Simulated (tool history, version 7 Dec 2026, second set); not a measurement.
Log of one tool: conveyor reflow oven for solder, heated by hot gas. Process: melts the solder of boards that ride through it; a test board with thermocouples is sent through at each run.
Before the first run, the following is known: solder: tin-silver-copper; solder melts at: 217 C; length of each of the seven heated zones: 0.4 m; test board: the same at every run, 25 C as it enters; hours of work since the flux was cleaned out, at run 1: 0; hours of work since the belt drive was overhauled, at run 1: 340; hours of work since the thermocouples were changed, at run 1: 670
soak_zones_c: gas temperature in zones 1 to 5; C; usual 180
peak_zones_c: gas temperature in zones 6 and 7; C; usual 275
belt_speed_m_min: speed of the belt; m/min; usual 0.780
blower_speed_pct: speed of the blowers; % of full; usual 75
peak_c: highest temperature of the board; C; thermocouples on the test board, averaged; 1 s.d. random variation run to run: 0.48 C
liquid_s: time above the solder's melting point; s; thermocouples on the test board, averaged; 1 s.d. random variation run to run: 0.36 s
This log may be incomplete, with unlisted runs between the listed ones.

| run | hour | soak_zones_c | peak_zones_c | belt_speed_m_min | blower_speed_pct | hours of work since the flux was cleaned out | hours of work since the belt drive was overhauled | hours of work since the thermocouples were changed | peak_c | liquid_s |
|---|---|---|---|---|---|---|---|---|---|---|
| 1 | 0.0 | 180 | 275 | 0.780 | 75 | 0 | 340 | 670 | 261.6 | 53.2 |
| 2 | 19.7 | 180 | 275 | 0.684 | 75 | 14 | 353 | 683 | 264.5 | 62.8 |
| 3 | 41.1 | 180 | 275 | 0.684 | 75 | 29 | 368 | 698 | 263.9 | 62.2 |
| 4 | 61.7 | 180 | 275 | 0.684 | 75 | 43 | 383 | 713 | 264.5 | 62.5 |
| 5 | 72.1 | 180 | 275 | 0.780 | 75 | 50 | 390 | 720 | 261.2 | 53.0 |
| 6 | 92.1 | 180 | 275 | 0.780 | 75 | 64 | 404 | 734 | 261.6 | 52.8 |
| 7 | 109.5 | 180 | 275 | 0.780 | 75 | 77 | 416 | 746 | 261.0 | 52.9 |
| 8 | 123.6 | 180 | 275 | 0.769 | 75 | 86 | 426 | 756 | 260.6 | 54.5 |
|  | 129.7 | flux residue cleaned out of gas plates and filters |
| 9 | 138.5 | 180 | 275 | 0.769 | 75 | 6 | 433 | 763 | 260.4 | 54.3 |
| 10 | 149.3 | 180 | 270 | 0.925 | 75 | 14 | 440 | 770 | 250.6 | 39.3 |
| 11 | 159.5 | 180 | 270 | 0.633 | 75 | 21 | 448 | 778 | 260.4 | 65.9 |
|  | 173.0 | flux residue cleaned out of gas plates and filters, once more |
| 12 | 186.2 | 180 | 270 | 0.633 | 75 | 9 | 463 | 793 | 260.4 | 66.3 |
| 13 | 205.4 | 180 | 267 | 0.633 | 75 | 23 | 476 | 806 | 257.7 | 65.2 |
| 14 | 225.3 | 180 | 267 | 0.633 | 75 | 37 | 490 | 820 | 257.1 | 65.8 |
| 15 | 243.6 | 180 | 275 | 0.636 | 75 | 49 | 503 | 833 | 263.9 | 68.9 |
| 16 | 255.1 | 180 | 275 | 0.636 | 75 | 57 | 511 | 841 | 264.8 | 67.7 |
| 17 | 264.1 | 180 | 275 | 0.636 | 75 | 64 | 517 | 847 | 264.5 | 68.5 |
| 18 | 278.0 | 184 | 275 | 0.636 | 75 | 73 | 527 | 857 | 265.8 | 69.2 |

Each row is a separate what-if for the run after 18, all from the same tool condition, not one after another. Results?
| A | 300.1 | 184 | 275 | 0.628 | 75 | 89 | 542 | 872 | ? | ? |
| B | 300.1 | 175 | 284 | 0.737 | 75 | 89 | 542 | 872 | ? | ? |
| C | 300.1 | 184 | 275 | 0.636 | 53 | 89 | 542 | 872 | ? | ? |
| D | 300.1 | 184 | 276 | 0.818 | 89 | 89 | 542 | 872 | ? | ? |

| run | peak_c | liquid_s |
|---|---|---|
| A | 265.3 | 70.7 |
| B | 270.0 | 58.5 |
| C | 260.7 | 68.6 |
| D | 262.4 | 52.4 |
Had the tool no hidden state, the same runs would have come out as:
| run | peak_c | liquid_s |
|---|---|---|
| A | 268.6 | 70.7 |
| B | 273.3 | 58.7 |
| C | 263.8 | 68.9 |
| D | 265.7 | 52.7 |
